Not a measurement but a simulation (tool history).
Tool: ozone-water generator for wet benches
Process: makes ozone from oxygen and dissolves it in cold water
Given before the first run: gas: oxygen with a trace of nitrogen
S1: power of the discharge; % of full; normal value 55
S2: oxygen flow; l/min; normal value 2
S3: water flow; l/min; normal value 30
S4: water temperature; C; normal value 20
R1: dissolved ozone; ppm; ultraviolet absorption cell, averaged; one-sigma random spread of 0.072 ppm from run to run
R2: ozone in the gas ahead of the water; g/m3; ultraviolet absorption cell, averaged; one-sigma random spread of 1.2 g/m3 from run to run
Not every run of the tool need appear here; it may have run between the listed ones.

run,hour,S1,S2,S3,S4,R1,R2
1,0,55,2,30,20,7.86,210.7
2,77.4,55,2,30,20,7.81,211.6
3,200.8,55,2,30,20,7.89,211.3
4,273.1,55,2,30,20,7.82,210.3
5,379.5,55,2,30,20,8.01,210.7
6,514.8,55,2,30,20,7.96,212.3
7,662.2,55,2,30,20,7.69,211.4
# hour 673.8: water thermometer calibrated
8,744.9,55,2,30,20,7.82,209.9
9,864.5,55,2,21,20,11.64,209.1
# hour 931.9: water thermometer calibrated, once more
10,992,55,2,37,20,6.08,209.5
11,1139.2,55,2,30,19,7.88,207.9
12,1259.6,55,2,30,19,7.75,207.8
13,1401.5,55,2,30,19,7.78,208.2
14,1524.5,55,1.54,20,20,11.48,245.5
15,1640.4,55,1.4,30,15,7.31,257.6
16,1714.4,55,1.38,26,14,8.5,262.4
17,1878,85,2,30,28,10.11,287
18,1954.1,85,2,30,28,10.2,290.1
19,2029.7,85,1.78,30,16,10.77,310.4
20,2111.6,55,2,33,13,7.07,207.3
21,2191.7,55,2,33,13,7.09,203.6
22,2271.8,55,2.59,21,13,12.27,175.1
23,2347.9,55,2.59,21,13,12.3,175
24,2420.3,55,2.59,21,13,12.3,176.6
25,2567.5,89,2.71,21,13,17.79,249.7

Below, each run's measurement less what the same run would have read without the hidden state. Both values contain the same run-to-run variation, but the gauge's scatter may not be the same in both:
What the log doesn't record here: yield of the discharge, % of new electrodes'; contactor's efficiency, % of a clean one's; true water temperature over the reading, C; drift of the gauge itself on ozone_ppm, %; drift of the gauge itself on gas_g_m3, %.
run,R1,R2
1,-0.6,-8.4
2,-0.61,-8.5
3,-0.62,-8.9
4,-0.63,-9
5,-0.64,-9.3
6,-0.66,-9.7
7,-0.68,-9.9
8,-0.68,-10.1
9,-0.97,-10.3
10,-0.58,-10.7
11,-0.74,-10.8
12,-0.76,-11.2
13,-0.76,-11.6
14,-1.06,-13.9
15,-0.74,-15
16,-0.86,-15.6
17,-1.37,-25.6
18,-1.4,-26.2
19,-1.49,-28.5
20,-0.8,-13.4
21,-0.81,-13.4
22,-1.31,-11.6
23,-1.32,-11.8
24,-1.33,-12.1
25,-2.64,-26.2
